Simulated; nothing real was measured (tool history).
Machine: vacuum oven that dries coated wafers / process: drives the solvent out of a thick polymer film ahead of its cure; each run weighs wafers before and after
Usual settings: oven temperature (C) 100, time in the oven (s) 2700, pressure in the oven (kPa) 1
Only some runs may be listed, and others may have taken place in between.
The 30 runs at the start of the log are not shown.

run    hour  oven temperature (C)  time in the oven (s)  pressure in the oven (kPa)  solvent left in the film (%)
 31   853.1                   103                  1680                           1                          5.95
 32   872.3                   103                  2040                        0.93                          4.63
 33   905.7                   103                  2040                        0.93                          4.79
 34     936                   102                  3240                        1.58                          3.06
 35   972.1                    87                  2700                        1.42                         10.27
 36   998.9                    87                  2700                        1.42                         10.27
 37  1030.5                   101                  1500                        1.59                          7.89
 38  1047.1                   101                  4140                        1.59                          2.51
 39  1079.8                   101                  4140                        1.59                          2.51
 40  1097.3                   112                  2580                        1.96                          1.81

5 ways to go on from here, each from the tool as it stands after run 40. What would each give?
  A  1119.1                    87                  4200                        2.28                             ?
  B  1119.1                   104                  1740                        1.96                             ?
  C  1119.1                   100                  2700                         1.1                             ?
  D  1119.1                   115                  4560                        3.53                             ?
  E  1119.1                   112                  2580                        2.95                             ?

run  solvent left in the film (%)
  A                          8.18
  B                          5.85
  C                          4.38
  D                           1.8
  E                          2.28
With the hidden condition removed and each run's random variation left untouched, the same runs would have given:
run  solvent left in the film (%)
  A                          7.02
  B                             5
  C                          3.53
  D                          1.48
  E                           1.8
